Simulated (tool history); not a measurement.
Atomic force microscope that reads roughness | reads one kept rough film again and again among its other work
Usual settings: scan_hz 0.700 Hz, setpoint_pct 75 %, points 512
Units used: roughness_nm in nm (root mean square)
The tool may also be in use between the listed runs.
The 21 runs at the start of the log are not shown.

run	hour	scan_hz	setpoint_pct	points	roughness_nm
22	739.2	0.700	75	512	3.867
23	758.7	0.700	75	512	3.742
# hour 767.1: new tip fitted
24	802.2	3.466	75	512	3.731
25	835.4	3.466	75	512	3.525
# hour 845.6: new tip fitted
26	884.1	1.397	74	317	3.862
# hour 922.7: new tip fitted
27	923.8	1.397	74	317	4.114
28	944.9	1.397	74	933	3.990
29	969.0	1.397	74	933	3.859
30	994.9	0.873	80	933	3.681
# hour 999.2: new tip fitted
31	1029.3	0.928	60	335	3.994
32	1055.8	1.847	60	335	3.753
# hour 1079.6: new tip fitted
33	1097.9	2.125	60	413	4.043
34	1140.1	0.632	64	743	3.772

What does the tool deliver on the next run?
# hour 1157.4: new tip fitted
35	1164.7	1.714	73	558	?

Run 35 measured roughness_nm 4.075 nm (root mean square).
With no hidden state in the tool, this same run would have given roughness_nm 4.190 nm (root mean square).
